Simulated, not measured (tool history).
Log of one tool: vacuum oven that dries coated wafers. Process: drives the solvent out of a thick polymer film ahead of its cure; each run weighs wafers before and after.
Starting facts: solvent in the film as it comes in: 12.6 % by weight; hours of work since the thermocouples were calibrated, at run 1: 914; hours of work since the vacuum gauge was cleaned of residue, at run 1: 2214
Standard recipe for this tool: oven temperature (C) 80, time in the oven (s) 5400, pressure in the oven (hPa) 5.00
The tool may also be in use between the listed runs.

run,hour,oven temperature (C),time in the oven (s),pressure in the oven (hPa),hours of work since the thermocouples were calibrated,hours of work since the vacuum gauge was cleaned of residue,solvent left in the film (%)
1,0.0,80,5400,5.00,914,2214,1.293
2,93.5,80,5400,5.00,971,2271,1.308
3,174.9,80,5400,5.00,1021,2321,1.302
4,254.0,80,5400,5.00,1069,2369,1.291
5,313.6,80,5400,5.00,1106,2406,1.275
6,375.5,65,5400,5.00,1144,2444,4.910
7,443.5,65,5400,5.00,1185,2485,4.913
8,510.6,65,5400,5.00,1226,2526,4.909
9,632.5,65,5400,5.00,1301,2601,4.876
# hour 672.7: oven's thermocouples calibrated
10,698.0,65,5400,5.00,15,2640,5.233
11,790.5,80,5400,5.00,72,2696,1.434
12,844.0,80,8700,5.00,105,2729,0.660
# hour 914.4: vacuum gauge cleaned of residue and calibrated
13,938.9,80,5400,2.74,162,15,1.175
14,1026.2,80,5400,5.00,215,68,1.297
15,1148.4,80,5400,5.00,290,143,1.271
16,1240.9,80,5400,5.00,347,200,1.255
17,1345.7,80,5400,17.46,411,264,1.786
18,1463.9,80,5400,17.46,483,336,1.770
19,1540.9,68,2760,6.11,530,383,6.368
20,1649.0,90,2760,6.11,596,449,1.186
21,1729.8,76,8040,11.18,646,499,1.331
22,1851.5,92,2880,3.30,720,573,0.726
23,1970.9,70,2880,3.30,793,646,5.574
24,2042.8,74,7680,5.00,837,690,1.391
25,2159.2,92,7680,3.55,908,761,0.133

The next listed run, before its measurement:
26,2243.9,80,5400,3.94,960,813,?

{"run 26": {"solvent left in the film (%)": 1.098}}
Had the tool carried no hidden state, the very same run would have given solvent left in the film (%) 1.236.
